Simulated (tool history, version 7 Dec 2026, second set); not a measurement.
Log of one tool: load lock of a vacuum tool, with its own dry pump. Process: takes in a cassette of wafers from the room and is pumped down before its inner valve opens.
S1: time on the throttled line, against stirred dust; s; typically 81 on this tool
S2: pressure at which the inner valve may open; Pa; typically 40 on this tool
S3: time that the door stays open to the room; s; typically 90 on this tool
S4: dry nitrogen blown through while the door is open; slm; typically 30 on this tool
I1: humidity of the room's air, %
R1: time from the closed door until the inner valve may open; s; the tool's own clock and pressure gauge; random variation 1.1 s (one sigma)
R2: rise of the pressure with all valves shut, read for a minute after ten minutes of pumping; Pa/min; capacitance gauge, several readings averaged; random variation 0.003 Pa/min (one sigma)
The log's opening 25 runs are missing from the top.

{"run": 26, "day": 66.346, "S1": 81, "S2": 76, "S3": 90, "S4": 37, "I1": 43.5, "R1": 163.0, "R2": 0.069}
{"run": 27, "day": 69.229, "S1": 81, "S2": 40, "S3": 29, "S4": 7, "I1": 45.5, "R1": 172.2, "R2": 0.073}
{"run": 28, "day": 71.567, "S1": 81, "S2": 32, "S3": 110, "S4": 32, "I1": 45.8, "R1": 177.2, "R2": 0.079}
{"run": 29, "day": 73.696, "S1": 86, "S2": 66, "S3": 110, "S4": 6, "I1": 42.7, "R1": 168.4, "R2": 0.114}
{"run": 30, "day": 75.6, "S1": 109, "S2": 66, "S3": 110, "S4": 8, "I1": 42.8, "R1": 183.2, "R2": 0.103}
{"run": 31, "day": 77.512, "S1": 151, "S2": 40, "S3": 69, "S4": 5, "I1": 43.0, "R1": 222.1, "R2": 0.097}
{"run": 32, "day": 79.1, "S1": 151, "S2": 40, "S3": 69, "S4": 5, "I1": 44.8, "R1": 225.9, "R2": 0.109}
{"run": 33, "day": 82.771, "S1": 82, "S2": 58, "S3": 90, "S4": 30, "I1": 46.0, "R1": 168.0, "R2": 0.083}
{"run": 34, "day": 85.304, "S1": 82, "S2": 58, "S3": 90, "S4": 30, "I1": 43.4, "R1": 170.3, "R2": 0.082}
{"run": 35, "day": 88.717, "S1": 82, "S2": 46, "S3": 90, "S4": 30, "I1": 49.2, "R1": 172.2, "R2": 0.097}
{"run": 36, "day": 90.738, "S1": 82, "S2": 74, "S3": 90, "S4": 30, "I1": 44.0, "R1": 164.8, "R2": 0.089}

Here are 3 independent what-if runs from the current tool condition. What would each one return?
{"run": "A", "day": 92.708, "S1": 81, "S2": 40, "S3": 90, "S4": 8, "I1": 45.1, "R1": "?", "R2": "?"}
{"run": "B", "day": 92.708, "S1": 81, "S2": 28, "S3": 90, "S4": 15, "I1": 45.9, "R1": "?", "R2": "?"}
{"run": "C", "day": 92.708, "S1": 82, "S2": 74, "S3": 26, "S4": 30, "I1": 44.8, "R1": "?", "R2": "?"}

run=A R1=173.5 R2=0.114
run=B R1=179.7 R2=0.101
run=C R1=166.2 R2=0.065
Had the tool no hidden state, the same runs would have come out as:
run=A R1=168.6 R2=0.075
run=B R1=174.6 R2=0.062
run=C R1=161.8 R2=0.026
